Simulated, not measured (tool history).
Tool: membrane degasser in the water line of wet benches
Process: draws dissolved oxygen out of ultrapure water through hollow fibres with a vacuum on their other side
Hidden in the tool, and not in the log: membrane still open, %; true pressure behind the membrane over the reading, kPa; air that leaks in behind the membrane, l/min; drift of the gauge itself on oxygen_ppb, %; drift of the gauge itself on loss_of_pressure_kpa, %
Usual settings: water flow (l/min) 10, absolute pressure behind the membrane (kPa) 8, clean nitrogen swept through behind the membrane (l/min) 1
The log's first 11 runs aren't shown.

| run | hour | water flow (l/min) | absolute pressure behind the membrane (kPa) | clean nitrogen swept through behind the membrane (l/min) | hours since the membrane was changed | hours since the vacuum gauge was calibrated | hours since the vacuum lines were made tight | dissolved oxygen in the water behind the degasser (ppb) | pressure that the water loses in the fibres (kPa) |
|---|---|---|---|---|---|---|---|---|---|
| 12 | 861.9 | 10 | 8 | 1.76 | 1505 | 93 | 723 | 346.7 | 34.87 |
| 13 | 940.8 | 10 | 5.51 | 1 | 1584 | 171 | 802 | 321.3 | 34.65 |
| 14 | 1053.1 | 10 | 5.51 | 1 | 1697 | 284 | 915 | 324.8 | 34.63 |
| 15 | 1133.6 | 10 | 8 | 0.56 | 1777 | 364 | 995 | 454.1 | 34.58 |
| 16 | 1210.8 | 15 | 8 | 1 | 1854 | 441 | 1072 | 833.4 | 52.1 |
| 17 | 1284.8 | 15 | 8 | 1 | 1928 | 516 | 1146 | 833.4 | 51.73 |
|  | 1327.6 | gauge calibrated |
| 18 | 1357.2 | 8 | 10.17 | 0.89 | 2001 | 588 | 1219 | 287.3 | 28.31 |
| 19 | 1431.9 | 10 | 8 | 0.66 | 2075 | 663 | 1293 | 427.7 | 35.51 |
| 20 | 1539.5 | 10 | 8 | 0.59 | 2183 | 770 | 1401 | 442.9 | 35.22 |
| 21 | 1638.1 | 10 | 12.99 | 1.46 | 2282 | 869 | 1500 | 424.9 | 35.29 |
| 22 | 1746.8 | 9 | 12.42 | 1.71 | 2390 | 977 | 1608 | 318.6 | 31.58 |
| 23 | 1824.1 | 9 | 5.54 | 1 | 2468 | 1055 | 1686 | 252 | 31.39 |
| 24 | 1888.9 | 8 | 6.77 | 0.41 | 2532 | 1120 | 1750 | 290.3 | 28.05 |
| 25 | 1968.6 | 8 | 6.77 | 0.41 | 2612 | 1199 | 1830 | 288.5 | 27.81 |
| 26 | 2055.4 | 8 | 6.77 | 0.41 | 2699 | 1286 | 1917 | 291.2 | 27.98 |
| 27 | 2145.9 | 8 | 6.77 | 0.41 | 2789 | 1377 | 2007 | 288.1 | 27.79 |
| 28 | 2262.2 | 8 | 6.77 | 0.41 | 2906 | 1493 | 2124 | 293.6 | 27.96 |
| 29 | 2375 | 9 | 18.65 | 0.76 | 3018 | 1606 | 2236 | 603.7 | 31.28 |
| 30 | 2443.4 | 8 | 8 | 1.05 | 3087 | 1674 | 2305 | 231.6 | 27.87 |
| 31 | 2552.8 | 8 | 8 | 1.05 | 3196 | 1783 | 2414 | 232 | 27.82 |
| 32 | 2657.5 | 8 | 8 | 1.05 | 3301 | 1888 | 2519 | 227.2 | 27.84 |
| 33 | 2720.8 | 6 | 9.06 | 2.98 | 3364 | 1951 | 2582 | 81.9 | 20.29 |

Forecast each of these 3 alternatives for the next run:
| A | 2786.1 | 6 | 9.92 | 2.98 | 3430 | 2017 | 2648 | ? | ? |
| B | 2786.1 | 6 | 9.06 | 1.1 | 3430 | 2017 | 2648 | ? | ? |
| C | 2786.1 | 13 | 6.77 | 0.76 | 3430 | 2017 | 2648 | ? | ? |

| run | dissolved oxygen in the water behind the degasser (ppb) | pressure that the water loses in the fibres (kPa) |
|---|---|---|
| A | 84.6 | 20.76 |
| B | 128 | 20.52 |
| C | 624.8 | 44.42 |
Without the tool's hidden state the same runs would have given:
| run | dissolved oxygen in the water behind the degasser (ppb) | pressure that the water loses in the fibres (kPa) |
|---|---|---|
| A | 84.5 | 21.41 |
| B | 127.9 | 21.17 |
| C | 624.4 | 45.83 |
